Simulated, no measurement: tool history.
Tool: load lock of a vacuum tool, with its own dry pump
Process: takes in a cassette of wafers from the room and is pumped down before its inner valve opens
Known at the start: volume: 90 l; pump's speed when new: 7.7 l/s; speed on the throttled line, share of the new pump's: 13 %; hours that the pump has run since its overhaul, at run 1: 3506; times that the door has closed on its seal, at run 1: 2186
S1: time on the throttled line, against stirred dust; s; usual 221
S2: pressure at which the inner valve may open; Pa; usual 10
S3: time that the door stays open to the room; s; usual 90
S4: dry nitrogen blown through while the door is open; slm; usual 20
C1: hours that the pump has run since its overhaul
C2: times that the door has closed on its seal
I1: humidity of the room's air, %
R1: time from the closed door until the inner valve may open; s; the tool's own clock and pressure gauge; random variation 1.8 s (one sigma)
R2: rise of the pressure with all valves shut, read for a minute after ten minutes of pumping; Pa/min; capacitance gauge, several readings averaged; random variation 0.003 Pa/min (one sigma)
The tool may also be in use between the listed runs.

{"run": 1, "day": 0.0, "S1": 221, "S2": 10, "S3": 90, "S4": 20, "C1": 3506, "C2": 2186, "I1": 46.5, "R1": 302.3, "R2": 0.062}
{"run": 2, "day": 3.258, "S1": 221, "S2": 10, "S3": 90, "S4": 20, "C1": 3584, "C2": 2273, "I1": 45.6, "R1": 306.6, "R2": 0.058}
{"run": 3, "day": 7.833, "S1": 221, "S2": 10, "S3": 90, "S4": 20, "C1": 3694, "C2": 2395, "I1": 40.1, "R1": 303.6, "R2": 0.049}
{"run": 4, "day": 12.2, "S1": 187, "S2": 10, "S3": 90, "S4": 20, "C1": 3798, "C2": 2512, "I1": 43.8, "R1": 274.6, "R2": 0.052}
{"run": 5, "day": 16.504, "S1": 221, "S2": 10, "S3": 90, "S4": 44, "C1": 3902, "C2": 2627, "I1": 41, "R1": 305.3, "R2": 0.039}
{"run": 6, "day": 19.221, "S1": 221, "S2": 10, "S3": 90, "S4": 44, "C1": 3967, "C2": 2699, "I1": 47.4, "R1": 307.8, "R2": 0.043}
{"run": 7, "day": 22.838, "S1": 221, "S2": 10, "S3": 90, "S4": 44, "C1": 4054, "C2": 2796, "I1": 42.3, "R1": 303.7, "R2": 0.04}
{"run": 8, "day": 25.288, "S1": 349, "S2": 9, "S3": 90, "S4": 20, "C1": 4112, "C2": 2861, "I1": 46.6, "R1": 422.8, "R2": 0.06}
{"run": 9, "day": 29.162, "S1": 349, "S2": 10, "S3": 75, "S4": 20, "C1": 4205, "C2": 2965, "I1": 44.7, "R1": 415.2, "R2": 0.057}
{"run": 10, "day": 33.238, "S1": 221, "S2": 11, "S3": 90, "S4": 6, "C1": 4303, "C2": 3073, "I1": 45.1, "R1": 307, "R2": 0.074}

Forecast each of these 3 alternatives for the next run:
{"run": "A", "day": 38.367, "S1": 221, "S2": 11, "S3": 90, "S4": 6, "C1": 4426, "C2": 3210, "I1": 46.7, "R1": "?", "R2": "?"}
{"run": "B", "day": 38.367, "S1": 166, "S2": 11, "S3": 90, "S4": 6, "C1": 4426, "C2": 3210, "I1": 47.5, "R1": "?", "R2": "?"}
{"run": "C", "day": 38.367, "S1": 239, "S2": 10, "S3": 44, "S4": 6, "C1": 4426, "C2": 3210, "I1": 45.6, "R1": "?", "R2": "?"}

run=A R1=304.4 R2=0.079
run=B R1=255.3 R2=0.077
run=C R1=321 R2=0.056
Without the tool's hidden state the same runs would have given:
run=A R1=299.3 R2=0.071
run=B R1=249.8 R2=0.068
run=C R1=316.2 R2=0.047

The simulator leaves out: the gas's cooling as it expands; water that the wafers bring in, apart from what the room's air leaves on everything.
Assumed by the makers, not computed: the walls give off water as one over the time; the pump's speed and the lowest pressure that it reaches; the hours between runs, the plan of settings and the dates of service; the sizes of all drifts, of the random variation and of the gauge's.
